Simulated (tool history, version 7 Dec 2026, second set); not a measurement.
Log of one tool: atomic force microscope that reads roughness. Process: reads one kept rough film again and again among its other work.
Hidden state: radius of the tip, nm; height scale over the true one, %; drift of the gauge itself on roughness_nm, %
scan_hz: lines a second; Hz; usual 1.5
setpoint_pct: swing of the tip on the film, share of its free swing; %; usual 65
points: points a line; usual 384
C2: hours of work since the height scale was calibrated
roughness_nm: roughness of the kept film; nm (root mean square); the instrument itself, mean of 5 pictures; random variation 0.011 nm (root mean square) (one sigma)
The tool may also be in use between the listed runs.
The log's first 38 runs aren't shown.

run 39 hour=376.5 | scan_hz=1.13 setpoint_pct=64 points=310 | pictures_with_this_tip=112 C2=277 | roughness_nm=2.454
run 40 hour=388.6 | scan_hz=1.31 setpoint_pct=65 points=360 | pictures_with_this_tip=136 C2=284 | roughness_nm=2.422
run 41 hour=396.4 | scan_hz=1.41 setpoint_pct=65 points=377 | pictures_with_this_tip=151 C2=289 | roughness_nm=2.42
run 42 hour=408.7 | scan_hz=1.53 setpoint_pct=69 points=672 | pictures_with_this_tip=175 C2=296 | roughness_nm=2.354
run 43 hour=423.4 | scan_hz=1.39 setpoint_pct=61 points=265 | pictures_with_this_tip=203 C2=305 | roughness_nm=2.417
run 44 hour=436.7 | scan_hz=1.39 setpoint_pct=61 points=427 | pictures_with_this_tip=229 C2=313 | roughness_nm=2.404
run 45 hour=446.6 | scan_hz=0.74 setpoint_pct=57 points=783 | pictures_with_this_tip=249 C2=319 | roughness_nm=2.463
run 46 hour=452.9 | scan_hz=1.5 setpoint_pct=65 points=972 | pictures_with_this_tip=261 C2=323 | roughness_nm=2.379
run 47 hour=461.4 | scan_hz=1.15 setpoint_pct=61 points=756 | pictures_with_this_tip=277 C2=329 | roughness_nm=2.413
run 48 hour=469.2 | scan_hz=1.15 setpoint_pct=61 points=756 | pictures_with_this_tip=293 C2=333 | roughness_nm=2.415
run 49 hour=481.4 | scan_hz=3.83 setpoint_pct=56 points=809 | pictures_with_this_tip=316 C2=341 | roughness_nm=2.297
-- hour=494.9 new tip fitted
run 50 hour=494.9 | scan_hz=3.83 setpoint_pct=56 points=809 | pictures_with_this_tip=0 C2=349 | roughness_nm=2.425
run 51 hour=505.2 | scan_hz=2.21 setpoint_pct=65 points=273 | pictures_with_this_tip=20 C2=355 | roughness_nm=2.388
run 52 hour=517.2 | scan_hz=1.5 setpoint_pct=65 points=767 | pictures_with_this_tip=43 C2=362 | roughness_nm=2.478
run 53 hour=530.2 | scan_hz=1.5 setpoint_pct=58 points=316 | pictures_with_this_tip=69 C2=370 | roughness_nm=2.492
run 54 hour=537.6 | scan_hz=3.33 setpoint_pct=78 points=502 | pictures_with_this_tip=83 C2=375 | roughness_nm=2.028

Forecast each of these 3 alternatives for the next run:
run A hour=551.9 | scan_hz=0.66 setpoint_pct=78 points=468 | pictures_with_this_tip=111 C2=384 | roughness_nm=?
run B hour=551.9 | scan_hz=1.5 setpoint_pct=59 points=384 | pictures_with_this_tip=111 C2=384 | roughness_nm=?
run C hour=551.9 | scan_hz=3.17 setpoint_pct=65 points=407 | pictures_with_this_tip=111 C2=384 | roughness_nm=?

run=A roughness_nm=2.434
run=B roughness_nm=2.487
run=C roughness_nm=2.281
Without the tool's hidden state the same runs would have given:
run=A roughness_nm=2.499
run=B roughness_nm=2.554
run=C roughness_nm=2.342

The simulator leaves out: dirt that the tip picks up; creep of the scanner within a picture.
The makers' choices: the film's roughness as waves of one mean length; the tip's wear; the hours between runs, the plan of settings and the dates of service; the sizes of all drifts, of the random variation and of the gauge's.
